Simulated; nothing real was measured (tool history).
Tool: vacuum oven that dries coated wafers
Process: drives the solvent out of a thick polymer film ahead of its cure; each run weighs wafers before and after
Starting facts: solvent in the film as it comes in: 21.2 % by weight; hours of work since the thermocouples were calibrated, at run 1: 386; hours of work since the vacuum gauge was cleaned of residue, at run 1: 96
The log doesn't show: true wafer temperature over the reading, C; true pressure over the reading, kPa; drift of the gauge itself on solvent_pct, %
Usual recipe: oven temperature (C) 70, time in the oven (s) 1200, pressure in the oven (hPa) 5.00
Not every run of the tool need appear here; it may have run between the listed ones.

run    day  oven temperature (C)  time in the oven (s)  pressure in the oven (hPa)  hours of work since the thermocouples were calibrated  hours of work since the vacuum gauge was cleaned of residue  solvent left in the film (%)
  1  0.000                    70                  1200                        5.00                                                    386                                                           96                          1.78
  2  1.192                    70                  1140                        5.00                                                    400                                                          110                          2.01
  3  1.729                    70                  1140                        5.00                                                    406                                                          116                          2.02
  4  2.446                    70                  1140                        5.00                                                    414                                                          125                          2.01
  5  2.942                    70                  1200                        5.62                                                    420                                                          131                          1.78
  6  3.979                    59                  1020                        5.00                                                    432                                                          143                          6.75
  7  5.079                    70                   780                        5.00                                                    445                                                          156                          3.89
  8  6.175                    70                  1740                        7.45                                                    458                                                          169                          0.79
  9  7.146                    70                  1740                        7.45                                                    470                                                          180                          0.77
 10  7.725                    76                  1620                        5.03                                                    477                                                          187                          0.27

What if the next run were any one of these 3? Each begins from the tool's condition after run 10:
  A  8.492                    58                   660                        5.03                                                    486                                                          196                             ?
  B  8.492                    70                   960                       16.56                                                    486                                                          196                             ?
  C  8.492                    65                   600                       18.18                                                    486                                                          196                             ?

run  solvent left in the film (%)
  A                          9.71
  B                          3.02
  C                          7.76
With no hidden state in the tool, these same runs would have given:
run  solvent left in the film (%)
  A                          9.84
  B                          3.14
  C                          7.91
